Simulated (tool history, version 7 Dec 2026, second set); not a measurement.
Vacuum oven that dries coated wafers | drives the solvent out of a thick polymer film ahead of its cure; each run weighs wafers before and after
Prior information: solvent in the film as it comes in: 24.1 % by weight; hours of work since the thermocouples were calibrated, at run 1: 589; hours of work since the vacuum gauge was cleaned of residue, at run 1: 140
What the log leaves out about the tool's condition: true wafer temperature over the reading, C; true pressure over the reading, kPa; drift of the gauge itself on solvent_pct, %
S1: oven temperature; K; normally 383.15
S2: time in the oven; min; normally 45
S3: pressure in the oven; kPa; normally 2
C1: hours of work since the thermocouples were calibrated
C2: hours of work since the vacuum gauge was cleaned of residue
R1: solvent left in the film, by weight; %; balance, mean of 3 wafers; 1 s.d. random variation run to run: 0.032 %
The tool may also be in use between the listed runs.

run	day	S1	S2	S3	C1	C2	R1
1	0	383.15	45	2	589	140	3.68
2	2.55	383.15	45	2	627	177	3.75
3	5.45	383.15	45	2	669	219	3.71
4	8.896	383.15	45	2	719	270	3.75
5	11.129	383.15	45	2	752	302	3.75
6	12.771	383.15	45	2	776	326	3.68
7	15.625	383.15	45	2	818	368	3.68
8	19.029	383.15	45	1.68	868	418	3.51

For run 9, what comes out?
9	21.125	368.15	41	4.28	898	449	?

Logged for run 9: R1 11.88 %.
Without the tool's hidden state the same run would have given R1 12.24 %.

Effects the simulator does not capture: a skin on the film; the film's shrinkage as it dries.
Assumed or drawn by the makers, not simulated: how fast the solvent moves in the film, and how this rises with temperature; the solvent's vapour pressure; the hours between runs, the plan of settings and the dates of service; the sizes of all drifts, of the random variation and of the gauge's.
